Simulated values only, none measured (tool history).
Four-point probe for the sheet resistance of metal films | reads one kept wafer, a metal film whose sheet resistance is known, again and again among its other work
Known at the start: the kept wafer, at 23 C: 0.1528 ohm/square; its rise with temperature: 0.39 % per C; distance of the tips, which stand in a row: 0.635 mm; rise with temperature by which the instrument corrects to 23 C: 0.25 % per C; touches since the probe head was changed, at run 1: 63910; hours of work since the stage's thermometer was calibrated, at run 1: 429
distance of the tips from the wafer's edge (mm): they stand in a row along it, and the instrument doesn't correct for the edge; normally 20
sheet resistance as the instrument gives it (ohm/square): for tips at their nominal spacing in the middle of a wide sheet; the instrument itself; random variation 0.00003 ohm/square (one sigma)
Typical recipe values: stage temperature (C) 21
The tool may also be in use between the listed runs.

| run | hour | stage temperature (C) | distance of the tips from the wafer's edge (mm) | touches since the probe head was changed | hours of work since the stage's thermometer was calibrated | sheet resistance as the instrument gives it (ohm/square) |
|---|---|---|---|---|---|---|
| 1 | 0 | 21 | 20 | 63910 | 429 | 0.150626 |
| 2 | 32.1 | 21 | 20 | 64596 | 442 | 0.150625 |
| 3 | 82.7 | 21 | 20 | 65680 | 463 | 0.150621 |
| 4 | 138.2 | 21 | 20 | 66870 | 487 | 0.150665 |
| 5 | 205.6 | 21 | 54 | 68313 | 515 | 0.150536 |
| 6 | 246.7 | 21 | 54 | 69192 | 532 | 0.150483 |
| 7 | 303.9 | 21 | 54 | 70418 | 555 | 0.150426 |
| 8 | 336.6 | 21 | 54 | 71118 | 569 | 0.150439 |
| 9 | 399.6 | 21 | 54 | 72467 | 595 | 0.150399 |
| 10 | 466.4 | 32 | 8 | 73897 | 623 | 0.153107 |
| 11 | 505.6 | 32 | 10 | 74736 | 639 | 0.152868 |

4 options for the next run, each taken on its own from the tool as it stands now. Forecast them:
| A | 545.6 | 22 | 4 | 75593 | 656 | ? |
| B | 545.6 | 23 | 10 | 75593 | 656 | ? |
| C | 545.6 | 21 | 41 | 75593 | 656 | ? |
| D | 545.6 | 35 | 11 | 75593 | 656 | ? |

| run | sheet resistance as the instrument gives it (ohm/square) |
|---|---|
| A | 0.152538 |
| B | 0.151131 |
| C | 0.150329 |
| D | 0.153471 |
Without the tool's unlogged condition, the same runs would have read:
| run | sheet resistance as the instrument gives it (ohm/square) |
|---|---|
| A | 0.154586 |
| B | 0.153161 |
| C | 0.152349 |
| D | 0.155535 |

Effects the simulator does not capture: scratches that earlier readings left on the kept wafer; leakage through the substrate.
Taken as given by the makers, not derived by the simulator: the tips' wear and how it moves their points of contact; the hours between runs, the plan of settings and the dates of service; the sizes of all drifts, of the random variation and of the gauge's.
